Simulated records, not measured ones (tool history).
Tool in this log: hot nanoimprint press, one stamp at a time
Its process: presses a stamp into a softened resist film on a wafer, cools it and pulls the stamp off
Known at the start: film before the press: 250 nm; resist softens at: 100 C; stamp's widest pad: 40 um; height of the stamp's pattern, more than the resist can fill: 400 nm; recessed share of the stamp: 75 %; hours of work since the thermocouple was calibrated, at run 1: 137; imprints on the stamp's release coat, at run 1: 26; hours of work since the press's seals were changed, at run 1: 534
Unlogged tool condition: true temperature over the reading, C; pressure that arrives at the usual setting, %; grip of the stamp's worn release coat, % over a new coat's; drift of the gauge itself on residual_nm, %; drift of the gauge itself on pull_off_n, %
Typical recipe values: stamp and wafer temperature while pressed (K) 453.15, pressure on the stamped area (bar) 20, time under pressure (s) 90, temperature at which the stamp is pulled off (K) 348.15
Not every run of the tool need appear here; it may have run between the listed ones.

| run | hour | stamp and wafer temperature while pressed (K) | pressure on the stamped area (bar) | time under pressure (s) | temperature at which the stamp is pulled off (K) | hours of work since the thermocouple was calibrated | imprints on the stamp's release coat | hours of work since the press's seals were changed | resist left under the stamp's widest pad (angstrom) | greatest force while the stamp is pulled off (N) |
|---|---|---|---|---|---|---|---|---|---|---|
| 1 | 0 | 453.15 | 20 | 90 | 348.15 | 137 | 26 | 534 | 1235 | 166 |
| 2 | 21.2 | 453.15 | 20 | 48 | 348.15 | 151 | 106 | 547 | 1512 | 172 |
| 3 | 44.7 | 453.15 | 20 | 48 | 348.15 | 166 | 194 | 562 | 1507 | 171 |
| 4 | 57.1 | 453.15 | 20 | 48 | 348.15 | 174 | 241 | 570 | 1520 | 171 |
| 5 | 71.4 | 453.15 | 19.6 | 90 | 348.15 | 183 | 295 | 579 | 1249 | 174 |
| 6 | 88 | 453.15 | 19.6 | 77 | 348.15 | 194 | 357 | 590 | 1325 | 173 |
| 7 | 111.6 | 453.15 | 20 | 90 | 347.15 | 209 | 446 | 605 | 1238 | 177 |
| 8 | 131.1 | 453.15 | 20 | 149 | 348.15 | 221 | 520 | 618 | 1041 | 182 |
| 9 | 157.4 | 453.15 | 20 | 149 | 348.15 | 238 | 618 | 635 | 1038 | 182 |
| 10 | 173.2 | 453.15 | 18.4 | 90 | 348.15 | 248 | 678 | 645 | 1298 | 188 |
| 11 | 186.5 | 453.15 | 18.4 | 90 | 348.15 | 257 | 728 | 653 | 1298 | 187 |
| 12 | 210.9 | 453.15 | 18.4 | 90 | 348.15 | 273 | 819 | 669 | 1296 | 186 |
| 13 | 228.1 | 453.15 | 18.4 | 90 | 348.15 | 284 | 884 | 680 | 1292 | 194 |
| 14 | 243.7 | 453.15 | 18.4 | 90 | 348.15 | 294 | 943 | 690 | 1301 | 199 |
| 15 | 266.1 | 453.15 | 18.4 | 90 | 346.15 | 308 | 1027 | 704 | 1305 | 197 |
| 16 | 284.4 | 453.15 | 18.3 | 95 | 348.15 | 320 | 1096 | 716 | 1275 | 197 |
| 17 | 306.6 | 453.15 | 18.3 | 95 | 348.15 | 334 | 1180 | 730 | 1281 | 201 |
| 18 | 331.2 | 463.15 | 18.8 | 46 | 342.15 | 350 | 1272 | 746 | 1316 | 221 |
| 19 | 343.6 | 442.15 | 20 | 90 | 352.15 | 358 | 1319 | 754 | 1599 | 200 |
| 20 | 364.4 | 453.15 | 24.9 | 47 | 342.15 | 371 | 1397 | 767 | 1403 | 226 |
| 21 | 378.7 | 453.15 | 20 | 109 | 348.15 | 380 | 1451 | 776 | 1175 | 210 |
|  | 403.8 | stamp cleaned and given a new release coat |
| 22 | 408.6 | 460.15 | 13.5 | 128 | 342.15 | 395 | 18 | 792 | 1153 | 177 |
| 23 | 435 | 448.15 | 21.9 | 47 | 348.15 | 412 | 117 | 809 | 1643 | 171 |
| 24 | 450.4 | 443.15 | 20 | 90 | 348.15 | 422 | 175 | 818 | 1563 | 173 |
| 25 | 473.5 | 443.15 | 20 | 90 | 348.15 | 437 | 262 | 833 | 1568 | 176 |
| 26 | 489.4 | 443.15 | 20 | 90 | 348.15 | 447 | 322 | 843 | 1558 | 173 |
| 27 | 513.3 | 450.15 | 20 | 59 | 348.15 | 462 | 412 | 859 | 1536 | 173 |
| 28 | 538.2 | 445.15 | 20 | 59 | 348.15 | 478 | 505 | 875 | 1693 | 179 |
|  | 546.5 | plate thermocouple calibrated |
| 29 | 553.4 | 449.15 | 20 | 90 | 348.15 | 4 | 552 | 882 | 1354 | 177 |

Pick out some run-to-run changes in resist left under the stamp's widest pad (angstrom). Of each, how much would a tool without hidden state show as well, from the settings, what came in and chance, and how much is left for the hidden state and any gauge scatter not in both results compared?
Run 22 -> 23: stamp and wafer temperature while pressed (K) 460.15 -> 448.15, pressure on the stamped area (bar) 13.5 -> 21.9, time under pressure (s) 128 -> 47, temperature at which the stamp is pulled off (K) 342.15 -> 348.15. resist left under the stamp's widest pad (angstrom) +490: hidden state +13, all else +477.
Run 28 -> 29: stamp and wafer temperature while pressed (K) 445.15 -> 449.15, time under pressure (s) 59 -> 90, plate thermocouple calibrated. resist left under the stamp's widest pad (angstrom) -339: hidden state -25, all else -314.
